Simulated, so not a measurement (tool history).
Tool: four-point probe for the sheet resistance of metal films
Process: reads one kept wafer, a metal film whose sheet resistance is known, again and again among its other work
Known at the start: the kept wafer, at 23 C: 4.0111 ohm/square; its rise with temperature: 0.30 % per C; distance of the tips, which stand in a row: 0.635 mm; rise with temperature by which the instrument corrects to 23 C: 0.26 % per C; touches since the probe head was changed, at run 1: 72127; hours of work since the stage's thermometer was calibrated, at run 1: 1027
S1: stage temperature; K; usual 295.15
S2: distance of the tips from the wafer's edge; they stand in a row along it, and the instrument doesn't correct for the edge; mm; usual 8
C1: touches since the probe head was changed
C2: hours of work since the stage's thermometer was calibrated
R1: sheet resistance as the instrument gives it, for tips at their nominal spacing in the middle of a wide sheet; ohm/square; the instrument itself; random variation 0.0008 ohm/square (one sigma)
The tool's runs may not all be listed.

| run | hour | S1 | S2 | C1 | C2 | R1 |
|---|---|---|---|---|---|---|
| 1 | 0.0 | 295.15 | 8 | 72127 | 1027 | 4.032570 |
| 2 | 54.6 | 295.15 | 8 | 73615 | 1053 | 4.030782 |
| 3 | 128.5 | 295.15 | 11 | 75633 | 1088 | 4.022298 |
| 4 | 193.9 | 295.15 | 11 | 77417 | 1120 | 4.024748 |
| 5 | 265.3 | 295.15 | 11 | 79363 | 1154 | 4.023413 |
| 6 | 332.2 | 295.15 | 11 | 81189 | 1186 | 4.021930 |
| 7 | 371.9 | 303.15 | 8 | 82271 | 1205 | 4.042796 |
| 8 | 419.3 | 295.15 | 8 | 83564 | 1228 | 4.029553 |
| 9 | 464.6 | 295.15 | 8 | 84801 | 1250 | 4.029659 |
| 10 | 506.8 | 295.15 | 8 | 85950 | 1270 | 4.029292 |
|  | 556.3 | new probe head fitted |
| 11 | 568.6 | 295.15 | 8 | 337 | 1299 | 4.035787 |
| 12 | 630.8 | 295.15 | 30 | 2032 | 1329 | 4.022621 |
| 13 | 691.2 | 295.15 | 5 | 3680 | 1358 | 4.057857 |
| 14 | 752.3 | 295.15 | 5 | 5347 | 1388 | 4.056441 |
| 15 | 793.6 | 295.15 | 8 | 6471 | 1408 | 4.035314 |
| 16 | 829.0 | 295.15 | 8 | 7438 | 1425 | 4.035637 |
| 17 | 893.9 | 294.15 | 5 | 9209 | 1456 | 4.054997 |
| 18 | 945.9 | 301.15 | 10 | 10626 | 1481 | 4.039384 |
| 19 | 995.3 | 298.15 | 5 | 11975 | 1505 | 4.059697 |
| 20 | 1052.4 | 303.15 | 8 | 13531 | 1532 | 4.047020 |
| 21 | 1084.9 | 305.15 | 25 | 14417 | 1548 | 4.037454 |
| 22 | 1145.0 | 292.15 | 12 | 16058 | 1577 | 4.021297 |
| 23 | 1196.0 | 299.15 | 8 | 17449 | 1601 | 4.041362 |
| 24 | 1253.9 | 298.15 | 10 | 19029 | 1629 | 4.033257 |
| 25 | 1308.6 | 298.15 | 10 | 20521 | 1655 | 4.034878 |
| 26 | 1379.8 | 298.15 | 10 | 22463 | 1689 | 4.033104 |
| 27 | 1428.1 | 293.15 | 16 | 23780 | 1713 | 4.019681 |

Forecast each of these 5 alternatives for the next run:
| A | 1479.7 | 294.15 | 4 | 25188 | 1737 | ? |
| B | 1479.7 | 296.15 | 33 | 25188 | 1737 | ? |
| C | 1479.7 | 293.15 | 8 | 25188 | 1737 | ? |
| D | 1479.7 | 304.15 | 3 | 25188 | 1737 | ? |
| E | 1479.7 | 293.15 | 4 | 25188 | 1737 | ? |

| run | R1 |
|---|---|
| A | 4.071828 |
| B | 4.020913 |
| C | 4.028612 |
| D | 4.128699 |
| E | 4.069862 |
Without the tool's hidden state the same runs would have given:
| run | R1 |
|---|---|
| A | 4.062408 |
| B | 4.011645 |
| C | 4.019271 |
| D | 4.119337 |
| E | 4.060428 |
